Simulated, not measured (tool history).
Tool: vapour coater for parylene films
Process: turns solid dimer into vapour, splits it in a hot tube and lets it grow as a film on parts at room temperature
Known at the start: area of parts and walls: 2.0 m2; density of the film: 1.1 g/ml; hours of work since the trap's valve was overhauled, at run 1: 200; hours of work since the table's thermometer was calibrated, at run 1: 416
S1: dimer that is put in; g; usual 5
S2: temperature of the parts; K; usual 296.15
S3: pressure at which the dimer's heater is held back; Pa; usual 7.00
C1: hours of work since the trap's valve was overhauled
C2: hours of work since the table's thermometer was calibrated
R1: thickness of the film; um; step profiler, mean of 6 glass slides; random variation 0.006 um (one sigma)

Run 1, hour 0.0: usual settings; C1 200; C2 416. Result: R1 1.075 um.
Run 2, hour 61.5: usual settings but S2 300.15 K; C1 251; C2 467. Result: R1 0.944 um.
Run 3, hour 129.4: usual settings; C1 308; C2 524. Result: R1 1.070 um.
At hour 147.1: trap's valve overhauled.
Run 4, hour 195.6: usual settings; C1 40; C2 576. Result: R1 1.078 um.
Run 5, hour 246.2: usual settings; C1 83; C2 618. Result: R1 1.075 um.
Run 6, hour 289.2: usual settings; C1 118; C2 654. Result: R1 1.066 um.
Run 7, hour 353.9: usual settings; C1 172; C2 707. Result: R1 1.078 um.
Run 8, hour 398.5: usual settings but S2 294.15 K; C1 209; C2 745. Result: R1 1.149 um.
Run 9, hour 441.3: usual settings but S2 300.15 K; C1 245; C2 780. Result: R1 0.930 um.
Run 10, hour 500.5: usual settings but S1 3 g, S2 303.15 K, S3 6.73 Pa; C1 294; C2 830. Result: R1 0.508 um.

3 ways to go on from here, each from the tool as it stands after run 10. What would each give?
At hour 532.9: trap's valve overhauled.
Run A, hour 578.4: usual settings but S1 3 g, S2 299.15 K, S3 6.73 Pa; C1 38; C2 891. Result: R1 ?.
At hour 532.9: trap's valve overhauled.
Run B, hour 578.4: usual settings but S1 4 g, S2 289.15 K, S3 11.98 Pa; C1 38; C2 891. Result: R1 ?.
At hour 532.9: trap's valve overhauled.
Run C, hour 578.4: usual settings but S1 3 g, S2 293.15 K, S3 3.40 Pa; C1 38; C2 891. Result: R1 ?.

run     R1
  A  0.577
  B  1.004
  C  0.796
Without the tool's hidden state the same runs would have given:
run     R1
  A  0.586
  B  1.018
  C  0.808
